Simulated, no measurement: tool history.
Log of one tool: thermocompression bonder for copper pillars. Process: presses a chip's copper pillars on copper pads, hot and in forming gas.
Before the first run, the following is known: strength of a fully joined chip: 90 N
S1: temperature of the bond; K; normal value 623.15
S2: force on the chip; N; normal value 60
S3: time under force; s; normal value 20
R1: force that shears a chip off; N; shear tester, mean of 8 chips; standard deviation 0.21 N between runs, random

run,day,S1,S2,S3,R1
1,0.000,623.15,60,20,42.9
2,0.354,628.15,60,20,45.6
3,1.058,628.15,60,20,45.5
4,1.804,628.15,60,20,45.1
5,2.325,623.15,60,20,42.7
6,3.062,623.15,76,20,47.8
7,3.392,623.15,76,20,47.9
8,4.117,623.15,76,20,48.7
9,4.508,623.15,60,42,53.6
10,4.875,623.15,60,42,53.6
11,5.317,623.15,60,20,42.3
12,5.717,623.15,56,20,40.5
13,6.162,623.15,56,20,40.3
14,6.792,601.15,45,26,30.2
# day 6.929: heater calibrated with a thermocouple chip
# day 7.312: forming gas filter changed
15,7.508,601.15,45,26,31.0
16,7.975,595.15,50,20,27.3
# day 8.600: heater calibrated with a thermocouple chip, once more
17,8.662,595.15,50,47,39.9
18,9.171,595.15,50,47,39.9
19,9.550,623.15,50,22,41.9
20,9.967,641.15,73,12,50.3
21,10.367,627.15,63,20,48.7
22,10.896,607.15,58,46,49.1
23,11.312,607.15,58,46,49.2
24,11.646,624.15,84,13,47.1
25,12.400,624.15,84,13,46.7

Consider 3 possible next runs. They are alternatives, not a sequence: every one starts from the tool as it was left by run 25. What does each give?
A,12.912,624.15,84,24,?
B,12.912,598.15,84,33,?
C,12.912,624.15,58,34,?

run,R1
A,56.8
B,48.3
C,52.9
What these runs would have given with no unlogged condition in the tool:
run,R1
A,57.5
B,48.8
C,53.5
